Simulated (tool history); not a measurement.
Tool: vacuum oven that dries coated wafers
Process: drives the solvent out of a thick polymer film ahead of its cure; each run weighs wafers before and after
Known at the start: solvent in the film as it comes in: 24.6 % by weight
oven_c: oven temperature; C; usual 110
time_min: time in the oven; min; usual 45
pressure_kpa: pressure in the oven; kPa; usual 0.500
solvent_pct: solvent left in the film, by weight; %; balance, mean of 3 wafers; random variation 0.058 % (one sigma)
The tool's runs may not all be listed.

run,hour,oven_c,time_min,pressure_kpa,solvent_pct
1,0.0,110,45,0.500,3.19
2,57.5,98,45,0.500,8.72
3,143.4,110,45,0.500,3.17
4,210.6,110,45,0.500,3.32
5,285.7,110,45,0.500,3.35
6,391.7,110,45,0.500,3.39
7,487.6,110,72,0.500,1.42
8,580.0,110,72,0.500,1.48
9,664.5,110,72,0.500,1.50
10,732.0,110,72,0.500,1.49
11,787.1,110,36,0.500,4.85
12,899.9,110,45,0.500,3.53
13,988.8,110,45,0.872,3.86
14,1087.4,110,45,0.872,3.82
15,1137.3,110,45,0.872,3.90
16,1251.6,110,45,0.872,4.04
17,1325.6,110,45,0.872,3.93
18,1382.4,110,45,0.872,4.08
19,1443.9,95,51,0.500,10.08
20,1543.5,98,34,0.817,11.49
21,1609.9,115,64,0.439,1.19
22,1687.8,115,64,0.439,1.23
23,1780.5,115,64,0.439,1.27
24,1829.6,110,27,0.500,7.24
25,1883.0,100,37,1.079,10.26
26,1990.5,99,23,0.500,13.14
27,2045.7,110,23,0.753,8.72
28,2114.1,121,67,1.075,0.99
29,2175.4,124,55,0.500,0.71
30,2257.6,124,55,0.500,0.72
31,2376.0,117,76,1.798,1.64
32,2435.7,100,70,0.500,6.25

Forecast each of these 4 alternatives for the next run:
# hour 2482.8: oven's thermocouples calibrated
A,2557.9,100,56,0.500,?
# hour 2482.8: oven's thermocouples calibrated
B,2557.9,105,70,0.326,?
# hour 2482.8: oven's thermocouples calibrated
C,2557.9,118,59,0.500,?
# hour 2482.8: oven's thermocouples calibrated
D,2557.9,121,43,1.088,?

run,solvent_pct
A,6.68
B,3.12
C,1.11
D,1.33
Without the tool's hidden state the same runs would have given:
run,solvent_pct
A,5.71
B,2.27
C,0.59
D,0.84
